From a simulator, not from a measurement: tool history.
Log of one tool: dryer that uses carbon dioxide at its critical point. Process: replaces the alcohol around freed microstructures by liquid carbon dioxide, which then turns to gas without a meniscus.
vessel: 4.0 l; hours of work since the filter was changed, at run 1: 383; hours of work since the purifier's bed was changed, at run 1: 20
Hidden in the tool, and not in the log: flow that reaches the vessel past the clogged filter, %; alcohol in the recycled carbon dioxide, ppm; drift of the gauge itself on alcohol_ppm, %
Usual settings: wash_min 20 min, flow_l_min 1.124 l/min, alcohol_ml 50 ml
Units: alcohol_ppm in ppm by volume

run	hour	wash_min	flow_l_min	alcohol_ml	hours of work since the filter was changed	hours of work since the purifier's bed was changed	alcohol_ppm
1	0	20	1.124	50	383	20	152
# hour 3: inlet filter changed
2	7.6	20	1.124	50	3	24	76
3	16.3	20	1.124	50	8	29	64
4	25.3	20	0.76	50	14	35	396
5	30	20	1.124	50	17	38	74
6	38.7	20	1.124	50	22	43	77
7	45.7	19	1.124	50	27	48	98
8	56.1	19	1.124	50	33	54	106
9	61	19	1.124	50	36	57	105
10	69.8	19	1.124	50	42	63	110
11	76.3	20	1.124	50	46	67	88
12	85	20	1.124	50	52	72	88
13	95.4	20	1.124	50	58	79	91
14	104.6	20	1.124	50	64	85	104
15	111.8	20	1.124	50	68	89	100
16	123	20	1.124	50	75	96	103
17	131.2	20	1.124	50	81	101	105
18	138.2	20	1.124	50	85	106	102

The next listed run, before its measurement:
19	146.1	20	1.124	50	90	111	?

Run 19 gave alcohol_ppm 104 ppm by volume.
Without the tool's hidden state the same run would have given alcohol_ppm 62 ppm by volume.
